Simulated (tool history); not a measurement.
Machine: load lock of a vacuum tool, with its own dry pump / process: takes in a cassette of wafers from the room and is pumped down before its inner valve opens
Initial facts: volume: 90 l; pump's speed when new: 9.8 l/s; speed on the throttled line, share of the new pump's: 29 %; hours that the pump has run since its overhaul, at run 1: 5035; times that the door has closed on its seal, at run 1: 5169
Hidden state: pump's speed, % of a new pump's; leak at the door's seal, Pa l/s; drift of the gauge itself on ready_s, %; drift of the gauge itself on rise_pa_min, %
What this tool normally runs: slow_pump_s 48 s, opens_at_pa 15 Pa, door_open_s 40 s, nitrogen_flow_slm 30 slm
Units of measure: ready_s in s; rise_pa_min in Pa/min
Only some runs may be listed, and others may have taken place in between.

| run | hour | slow_pump_s | opens_at_pa | door_open_s | nitrogen_flow_slm | hours that the pump has run since its overhaul | times that the door has closed on its seal | incoming humidity of the room's air, % | ready_s | rise_pa_min |
|---|---|---|---|---|---|---|---|---|---|---|
| 1 | 0 | 48 | 15 | 40 | 30 | 5035 | 5169 | 44.8 | 121.1 | 0.022 |
| 2 | 347.7 | 48 | 15 | 40 | 30 | 5383 | 5868 | 46.7 | 121.8 | 0.026 |
| 3 | 583.8 | 48 | 15 | 40 | 7 | 5619 | 6342 | 48.3 | 120.1 | 0.033 |
| 4 | 1005.6 | 48 | 15 | 40 | 30 | 6040 | 7189 | 41.4 | 123.3 | 0.029 |
| 5 | 1392.4 | 48 | 15 | 40 | 30 | 6427 | 7967 | 43.4 | 122.3 | 0.034 |
| 6 | 1873.8 | 48 | 15 | 40 | 30 | 6909 | 8934 | 46.2 | 122.8 | 0.035 |
| 7 | 2212.7 | 48 | 15 | 40 | 30 | 7248 | 9614 | 42.3 | 123.6 | 0.038 |
| 8 | 2413.5 | 48 | 15 | 40 | 30 | 7448 | 10018 | 45.6 | 123.1 | 0.047 |
| 9 | 2633.5 | 48 | 15 | 40 | 30 | 7668 | 10460 | 43 | 123.7 | 0.041 |
| 10 | 2863.9 | 48 | 16 | 40 | 30 | 7899 | 10923 | 46.6 | 124.3 | 0.045 |
| 11 | 3321.8 | 29 | 15 | 40 | 30 | 8357 | 11842 | 46.3 | 111.7 | 0.046 |
| 12 | 3681.1 | 29 | 15 | 40 | 30 | 8716 | 12564 | 42.8 | 113.4 | 0.051 |
| 13 | 4122.1 | 29 | 15 | 40 | 30 | 9157 | 13450 | 45.7 | 113.6 | 0.057 |
| 14 | 4405.6 | 29 | 15 | 40 | 30 | 9441 | 14020 | 47.1 | 114.1 | 0.057 |
| 15 | 4623 | 34 | 25 | 79 | 8 | 9658 | 14456 | 46.4 | 111.6 | 0.074 |
| 16 | 4988.4 | 34 | 25 | 79 | 17 | 10023 | 15190 | 43.4 | 113.1 | 0.073 |
| 17 | 5320.7 | 34 | 19 | 54 | 17 | 10356 | 15858 | 46.2 | 116.5 | 0.078 |
| 18 | 5731.5 | 34 | 19 | 68 | 17 | 10766 | 16683 | 42.5 | 116.5 | 0.083 |
| 19 | 6088.5 | 88 | 11 | 68 | 7 | 11123 | 17401 | 43.2 | 157.1 | 0.09 |
| 20 | 6499.8 | 88 | 11 | 68 | 7 | 11535 | 18227 | 46.3 | 156.7 | 0.099 |
| 21 | 6915.4 | 88 | 11 | 68 | 7 | 11950 | 19062 | 43.1 | 160.9 | 0.108 |
| 22 | 7185.8 | 88 | 11 | 68 | 7 | 12221 | 19605 | 45.1 | 161.4 | 0.105 |
| 23 | 7527.7 | 36 | 23 | 145 | 24 | 12563 | 20292 | 45.5 | 120.1 | 0.111 |
| 24 | 7929.2 | 36 | 23 | 145 | 24 | 12964 | 21098 | 49.5 | 119.4 | 0.117 |
| 25 | 8186.8 | 36 | 23 | 145 | 24 | 13222 | 21616 | 45.5 | 120.2 | 0.12 |
| 26 | 8633.1 | 36 | 23 | 145 | 24 | 13668 | 22512 | 39.5 | 120.4 | 0.123 |

Branching from run 26: 4 alternative next runs. What would each branch give?
|  | 8674.8 | dry pump taken out, an overhauled one fitted |
| A | 9031.8 | 67 | 15 | 109 | 30 | 357 | 23301 | 45.7 | ? | ? |
|  | 8674.8 | dry pump taken out, an overhauled one fitted |
| B | 9031.8 | 48 | 12 | 30 | 37 | 357 | 23301 | 45.5 | ? | ? |
|  | 8674.8 | dry pump taken out, an overhauled one fitted |
| C | 9031.8 | 48 | 15 | 78 | 27 | 357 | 23301 | 45.1 | ? | ? |
|  | 8674.8 | dry pump taken out, an overhauled one fitted |
| D | 9031.8 | 36 | 27 | 239 | 24 | 357 | 23301 | 43.8 | ? | ? |

| run | ready_s | rise_pa_min |
|---|---|---|
| A | 129.6 | 0.125 |
| B | 117.4 | 0.116 |
| C | 114.7 | 0.124 |
| D | 101.5 | 0.138 |
Had the tool no hidden state, the same runs would have come out as:
| run | ready_s | rise_pa_min |
|---|---|---|
| A | 129.2 | 0.012 |
| B | 116.8 | 0.001 |
| C | 114.3 | 0.009 |
| D | 101.1 | 0.024 |
